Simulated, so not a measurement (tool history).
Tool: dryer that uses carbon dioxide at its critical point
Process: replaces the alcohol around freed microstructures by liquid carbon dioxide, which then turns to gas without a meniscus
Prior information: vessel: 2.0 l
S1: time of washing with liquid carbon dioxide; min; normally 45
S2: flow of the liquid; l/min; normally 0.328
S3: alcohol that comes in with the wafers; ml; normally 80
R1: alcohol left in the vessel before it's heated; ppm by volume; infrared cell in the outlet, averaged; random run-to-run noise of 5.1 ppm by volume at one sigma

run 1 hour=0.0 | S1=45 S2=0.328 S3=80 | R1=117
run 2 hour=12.3 | S1=40 S2=0.328 S3=80 | R1=203
run 3 hour=25.2 | S1=40 S2=0.328 S3=80 | R1=207
run 4 hour=33.9 | S1=40 S2=0.328 S3=116 | R1=298
run 5 hour=46.7 | S1=40 S2=0.328 S3=116 | R1=308
run 6 hour=57.2 | S1=45 S2=0.328 S3=80 | R1=142
run 7 hour=70.1 | S1=45 S2=0.328 S3=80 | R1=144
run 8 hour=87.6 | S1=45 S2=0.328 S3=80 | R1=145
run 9 hour=102.3 | S1=41 S2=0.346 S3=80 | R1=193
run 10 hour=115.8 | S1=59 S2=0.427 S3=86 | R1=43
run 11 hour=124.8 | S1=59 S2=0.427 S3=41 | R1=52
run 12 hour=139.7 | S1=59 S2=0.427 S3=41 | R1=63
run 13 hour=148.7 | S1=47 S2=0.490 S3=80 | R1=70
run 14 hour=157.6 | S1=28 S2=0.358 S3=39 | R1=445
run 15 hour=172.0 | S1=28 S2=0.221 S3=57 | R1=2487

3 options for the next run, each taken on its own from the tool as it stands now. Forecast them:
run A hour=190.4 | S1=71 S2=0.293 S3=57 | R1=?
run B hour=190.4 | S1=45 S2=0.244 S3=80 | R1=?
run C hour=190.4 | S1=58 S2=0.328 S3=80 | R1=?

run=A R1=75
run=B R1=597
run=C R1=84
The same runs, with their run-to-run variation unchanged, on a tool lacking any hidden condition would have given:
run=A R1=7
run=B R1=324
run=C R1=10

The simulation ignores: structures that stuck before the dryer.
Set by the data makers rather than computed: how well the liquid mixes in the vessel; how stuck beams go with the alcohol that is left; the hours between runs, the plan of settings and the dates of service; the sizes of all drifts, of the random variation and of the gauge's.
